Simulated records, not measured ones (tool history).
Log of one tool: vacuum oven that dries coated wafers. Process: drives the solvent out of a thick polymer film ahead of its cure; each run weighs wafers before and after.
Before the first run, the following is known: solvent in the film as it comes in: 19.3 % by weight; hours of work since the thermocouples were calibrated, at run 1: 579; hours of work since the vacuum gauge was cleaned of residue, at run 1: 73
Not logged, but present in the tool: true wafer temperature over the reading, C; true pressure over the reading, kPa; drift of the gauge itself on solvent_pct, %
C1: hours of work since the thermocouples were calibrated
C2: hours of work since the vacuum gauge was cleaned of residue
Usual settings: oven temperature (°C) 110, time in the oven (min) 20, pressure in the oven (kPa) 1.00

{"run": 1, "day": 0.0, "oven temperature (°C)": 110, "time in the oven (min)": 20, "pressure in the oven (kPa)": 1.0, "C1": 579, "C2": 73, "solvent left in the film (%)": 1.23}
{"run": 2, "day": 0.579, "oven temperature (°C)": 110, "time in the oven (min)": 20, "pressure in the oven (kPa)": 1.0, "C1": 587, "C2": 81, "solvent left in the film (%)": 1.27}
{"run": 3, "day": 1.121, "oven temperature (°C)": 120, "time in the oven (min)": 20, "pressure in the oven (kPa)": 1.0, "C1": 595, "C2": 89, "solvent left in the film (%)": 0.43}
{"run": 4, "day": 1.604, "oven temperature (°C)": 110, "time in the oven (min)": 14, "pressure in the oven (kPa)": 1.0, "C1": 602, "C2": 96, "solvent left in the film (%)": 2.4}
{"run": 5, "day": 2.208, "oven temperature (°C)": 110, "time in the oven (min)": 14, "pressure in the oven (kPa)": 1.0, "C1": 610, "C2": 105, "solvent left in the film (%)": 2.43}
{"run": 6, "day": 2.483, "oven temperature (°C)": 110, "time in the oven (min)": 20, "pressure in the oven (kPa)": 0.68, "C1": 614, "C2": 109, "solvent left in the film (%)": 1.09}
{"run": 7, "day": 2.967, "oven temperature (°C)": 110, "time in the oven (min)": 25, "pressure in the oven (kPa)": 1.0, "C1": 621, "C2": 116, "solvent left in the film (%)": 0.81}
{"run": 8, "day": 3.546, "oven temperature (°C)": 110, "time in the oven (min)": 25, "pressure in the oven (kPa)": 1.0, "C1": 630, "C2": 124, "solvent left in the film (%)": 0.77}
{"run": 9, "day": 3.946, "oven temperature (°C)": 110, "time in the oven (min)": 25, "pressure in the oven (kPa)": 1.0, "C1": 635, "C2": 130, "solvent left in the film (%)": 0.79}
{"day": 4.075, "done": "oven's thermocouples calibrated"}
{"run": 10, "day": 4.492, "oven temperature (°C)": 110, "time in the oven (min)": 20, "pressure in the oven (kPa)": 1.19, "C1": 6, "C2": 136, "solvent left in the film (%)": 1.27}
{"run": 11, "day": 5.112, "oven temperature (°C)": 110, "time in the oven (min)": 20, "pressure in the oven (kPa)": 1.0, "C1": 15, "C2": 145, "solvent left in the film (%)": 1.22}
{"run": 12, "day": 5.608, "oven temperature (°C)": 104, "time in the oven (min)": 20, "pressure in the oven (kPa)": 1.46, "C1": 22, "C2": 152, "solvent left in the film (%)": 2.34}
{"run": 13, "day": 5.917, "oven temperature (°C)": 104, "time in the oven (min)": 20, "pressure in the oven (kPa)": 1.46, "C1": 26, "C2": 157, "solvent left in the film (%)": 2.33}
{"run": 14, "day": 6.438, "oven temperature (°C)": 104, "time in the oven (min)": 20, "pressure in the oven (kPa)": 2.98, "C1": 34, "C2": 164, "solvent left in the film (%)": 2.97}
{"run": 15, "day": 6.708, "oven temperature (°C)": 115, "time in the oven (min)": 14, "pressure in the oven (kPa)": 1.0, "C1": 38, "C2": 168, "solvent left in the film (%)": 1.49}
{"run": 16, "day": 7.025, "oven temperature (°C)": 115, "time in the oven (min)": 14, "pressure in the oven (kPa)": 1.0, "C1": 42, "C2": 173, "solvent left in the film (%)": 1.53}
{"day": 7.354, "done": "oven's thermocouples calibrated, once more"}
{"run": 17, "day": 7.65, "oven temperature (°C)": 98, "time in the oven (min)": 27, "pressure in the oven (kPa)": 1.0, "C1": 4, "C2": 180, "solvent left in the film (%)": 2.5}
{"run": 18, "day": 8.017, "oven temperature (°C)": 119, "time in the oven (min)": 10, "pressure in the oven (kPa)": 3.77, "C1": 10, "C2": 186, "solvent left in the film (%)": 3.1}
{"run": 19, "day": 8.404, "oven temperature (°C)": 110, "time in the oven (min)": 20, "pressure in the oven (kPa)": 0.61, "C1": 15, "C2": 191, "solvent left in the film (%)": 1.28}
{"run": 20, "day": 8.733, "oven temperature (°C)": 105, "time in the oven (min)": 26, "pressure in the oven (kPa)": 0.97, "C1": 20, "C2": 196, "solvent left in the film (%)": 1.4}
{"run": 21, "day": 9.342, "oven temperature (°C)": 105, "time in the oven (min)": 26, "pressure in the oven (kPa)": 0.97, "C1": 29, "C2": 205, "solvent left in the film (%)": 1.44}

Below are 4 alternative next runs, each starting from the tool's condition after run 21. Predict each:
{"run": "A", "day": 9.875, "oven temperature (°C)": 105, "time in the oven (min)": 33, "pressure in the oven (kPa)": 0.97, "C1": 36, "C2": 212, "solvent left in the film (%)": "?"}
{"run": "B", "day": 9.875, "oven temperature (°C)": 113, "time in the oven (min)": 20, "pressure in the oven (kPa)": 1.0, "C1": 36, "C2": 212, "solvent left in the film (%)": "?"}
{"run": "C", "day": 9.875, "oven temperature (°C)": 110, "time in the oven (min)": 20, "pressure in the oven (kPa)": 1.34, "C1": 36, "C2": 212, "solvent left in the film (%)": "?"}
{"run": "D", "day": 9.875, "oven temperature (°C)": 105, "time in the oven (min)": 17, "pressure in the oven (kPa)": 0.97, "C1": 36, "C2": 212, "solvent left in the film (%)": "?"}

run=A solvent_left_in_the_film_(%)=0.95
run=B solvent_left_in_the_film_(%)=1.14
run=C solvent_left_in_the_film_(%)=1.60
run=D solvent_left_in_the_film_(%)=2.95
Take away the tool's hidden state, keep each run's random variation, and the runs would have read:
run=A solvent_left_in_the_film_(%)=0.92
run=B solvent_left_in_the_film_(%)=1.13
run=C solvent_left_in_the_film_(%)=1.59
run=D solvent_left_in_the_film_(%)=2.95
